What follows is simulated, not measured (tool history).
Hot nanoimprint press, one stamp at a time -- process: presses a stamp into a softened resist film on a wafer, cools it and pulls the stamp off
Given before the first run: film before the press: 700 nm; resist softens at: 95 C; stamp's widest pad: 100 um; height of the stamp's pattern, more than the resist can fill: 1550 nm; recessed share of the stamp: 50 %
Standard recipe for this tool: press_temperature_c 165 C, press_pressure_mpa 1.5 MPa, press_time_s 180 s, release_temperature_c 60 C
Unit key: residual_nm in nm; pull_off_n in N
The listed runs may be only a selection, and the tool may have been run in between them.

Run 1, hour 0: usual settings. Result: residual_nm 248 nm, pull_off_n 124 N.
Run 2, hour 61: usual settings. Result: residual_nm 244.1 nm, pull_off_n 131 N.
Run 3, hour 114: usual settings. Result: residual_nm 246.7 nm, pull_off_n 148 N.
Run 4, hour 184.6: usual settings but release_temperature_c 45 C. Result: residual_nm 243.4 nm, pull_off_n 192 N.
Run 5, hour 250.2: usual settings but release_temperature_c 45 C. Result: residual_nm 246.8 nm, pull_off_n 197 N.
Run 6, hour 315.4: usual settings but press_time_s 91 s. Result: residual_nm 318.4 nm, pull_off_n 177 N.
Run 7, hour 386: usual settings. Result: residual_nm 243.1 nm, pull_off_n 186 N.
At hour 398.2: stamp cleaned and given a new release coat.
Run 8, hour 437.5: usual settings but press_time_s 160 s. Result: residual_nm 253.6 nm, pull_off_n 126 N.
Run 9, hour 489.7: usual settings but press_time_s 160 s. Result: residual_nm 253.9 nm, pull_off_n 130 N.
Run 10, hour 518.3: usual settings but press_time_s 160 s. Result: residual_nm 250.7 nm, pull_off_n 130 N.
Run 11, hour 585.1: usual settings but press_time_s 227 s. Result: residual_nm 217.6 nm, pull_off_n 141 N.
Run 12, hour 642.4: usual settings but press_time_s 227 s. Result: residual_nm 218.5 nm, pull_off_n 149 N.
Run 13, hour 701.5: usual settings but press_time_s 227 s. Result: residual_nm 217.5 nm, pull_off_n 160 N.
Run 14, hour 737.9: usual settings but press_time_s 227 s. Result: residual_nm 214.4 nm, pull_off_n 166 N.
At hour 747.3: plate thermocouple calibrated.
Run 15, hour 769.6: usual settings but press_time_s 227 s. Result: residual_nm 207.9 nm, pull_off_n 169 N.
Run 16, hour 831.3: usual settings but press_time_s 227 s. Result: residual_nm 206.4 nm, pull_off_n 170 N.
At hour 852.6: stamp cleaned and given a new release coat.
Run 17, hour 896.3: usual settings but press_temperature_c 158 C, press_pressure_mpa 1.03 MPa. Result: residual_nm 389.6 nm, pull_off_n 117 N.
Run 18, hour 929.8: usual settings but press_temperature_c 161 C, press_pressure_mpa 1.92 MPa, press_time_s 191 s, release_temperature_c 57 C. Result: residual_nm 252.1 nm, pull_off_n 129 N.
Run 19, hour 959: usual settings but press_time_s 204 s. Result: residual_nm 215.8 nm, pull_off_n 129 N.
Run 20, hour 992: usual settings but press_temperature_c 171 C, release_temperature_c 64 C. Result: residual_nm 166.6 nm, pull_off_n 128 N.
Run 21, hour 1029.4: usual settings but press_temperature_c 173 C, press_pressure_mpa 2.04 MPa, press_time_s 237 s, release_temperature_c 53 C. Result: residual_nm 113.3 nm, pull_off_n 155 N.
At hour 1075.6: plate thermocouple calibrated, once more.
Run 22, hour 1083.4: usual settings but press_temperature_c 173 C, press_pressure_mpa 2.04 MPa, press_time_s 237 s, release_temperature_c 53 C. Result: residual_nm 125.7 nm, pull_off_n 170 N.
Run 23, hour 1115.9: usual settings but press_temperature_c 173 C, press_pressure_mpa 2.04 MPa, press_time_s 237 s, release_temperature_c 53 C. Result: residual_nm 124.4 nm, pull_off_n 172 N.
Run 24, hour 1183.5: usual settings but press_temperature_c 174 C, press_pressure_mpa 2.29 MPa, press_time_s 151 s, release_temperature_c 57 C. Result: residual_nm 134.3 nm, pull_off_n 169 N.
Run 25, hour 1219: usual settings but press_temperature_c 156 C, press_pressure_mpa 1.83 MPa, press_time_s 288 s, release_temperature_c 66 C. Result: residual_nm 318.6 nm, pull_off_n 149 N.
Run 26, hour 1250.7: usual settings but press_temperature_c 156 C, press_pressure_mpa 1.83 MPa, press_time_s 288 s, release_temperature_c 66 C. Result: residual_nm 314.7 nm, pull_off_n 160 N.
Run 27, hour 1280.6: usual settings but press_time_s 227 s, release_temperature_c 59 C. Result: residual_nm 226.7 nm, pull_off_n 183 N.
At hour 1308.6: stamp cleaned and given a new release coat.
Run 28, hour 1354: usual settings but release_temperature_c 53 C. Result: residual_nm 249.6 nm, pull_off_n 137 N.
Run 29, hour 1422: usual settings but release_temperature_c 53 C. Result: residual_nm 245.8 nm, pull_off_n 152 N.

Each row is a separate what-if for the run after 29, all from the same tool condition, not one after another. Results?
Run A, hour 1467.7: usual settings but press_pressure_mpa 1.33 MPa. Result: residual_nm ?, pull_off_n ?.
Run B, hour 1467.7: usual settings but press_time_s 126 s, release_temperature_c 58 C. Result: residual_nm ?, pull_off_n ?.
Run C, hour 1467.7: usual settings but release_temperature_c 52 C. Result: residual_nm ?, pull_off_n ?.
Run D, hour 1467.7: usual settings but press_time_s 111 s, release_temperature_c 67 C. Result: residual_nm ?, pull_off_n ?.
Run E, hour 1467.7: usual settings but press_pressure_mpa 1.4 MPa, release_temperature_c 53 C. Result: residual_nm ?, pull_off_n ?.

run  residual_nm  pull_off_n
  A        260.3         139
  B        282.8         138
  C        246.4         156
  D        299.1         122
  E        255.4         153
With the hidden condition removed and each run's random variation left untouched, the same runs would have given:
run  residual_nm  pull_off_n
  A        261.3         118
  B        283.1         117
  C        246.7         132
  D        299.5         104
  E        256.1         130
